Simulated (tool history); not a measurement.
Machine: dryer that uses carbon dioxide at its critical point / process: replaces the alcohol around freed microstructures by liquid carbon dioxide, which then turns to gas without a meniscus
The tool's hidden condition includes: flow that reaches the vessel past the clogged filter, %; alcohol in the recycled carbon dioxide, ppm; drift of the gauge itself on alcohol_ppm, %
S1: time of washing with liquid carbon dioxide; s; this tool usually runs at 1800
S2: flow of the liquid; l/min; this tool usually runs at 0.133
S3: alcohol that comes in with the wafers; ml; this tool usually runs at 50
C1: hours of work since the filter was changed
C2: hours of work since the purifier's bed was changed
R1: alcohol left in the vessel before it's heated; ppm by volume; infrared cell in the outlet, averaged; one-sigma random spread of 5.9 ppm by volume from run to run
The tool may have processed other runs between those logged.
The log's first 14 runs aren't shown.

Run 15, hour 303.0: usual settings but S3 51 ml; C1 146; C2 826. Result: R1 492 ppm by volume.
Run 16, hour 326.2: usual settings but S3 51 ml; C1 159; C2 839. Result: R1 513 ppm by volume.
Run 17, hour 348.2: usual settings but S3 93 ml; C1 172; C2 851. Result: R1 838 ppm by volume.
Run 18, hour 376.3: usual settings but S3 93 ml; C1 188; C2 867. Result: R1 892 ppm by volume.
Run 19, hour 395.5: usual settings but S2 0.145 l/min; C1 198; C2 878. Result: R1 394 ppm by volume.
Run 20, hour 419.2: usual settings but S1 2040 s, S2 0.147 l/min, S3 85 ml; C1 212; C2 891. Result: R1 345 ppm by volume.
Run 21, hour 446.1: usual settings but S1 2040 s, S2 0.147 l/min, S3 85 ml; C1 227; C2 906. Result: R1 354 ppm by volume.
Run 22, hour 472.5: usual settings but S1 1380 s, S2 0.147 l/min, S3 85 ml; C1 242; C2 921. Result: R1 1932 ppm by volume.
Run 23, hour 486.4: usual settings but S1 1620 s, S2 0.147 l/min, S3 73 ml; C1 249; C2 929. Result: R1 887 ppm by volume.

Run 24 has not been measured yet. What should we expect?
Run 24, hour 513.7: usual settings but S1 1620 s, S2 0.147 l/min, S3 73 ml; C1 265; C2 944. Result: R1 ?.

Logged for run 24: R1 916 ppm by volume.
The same run, on a tool lacking any hidden state, would have yielded R1 318 ppm by volume.
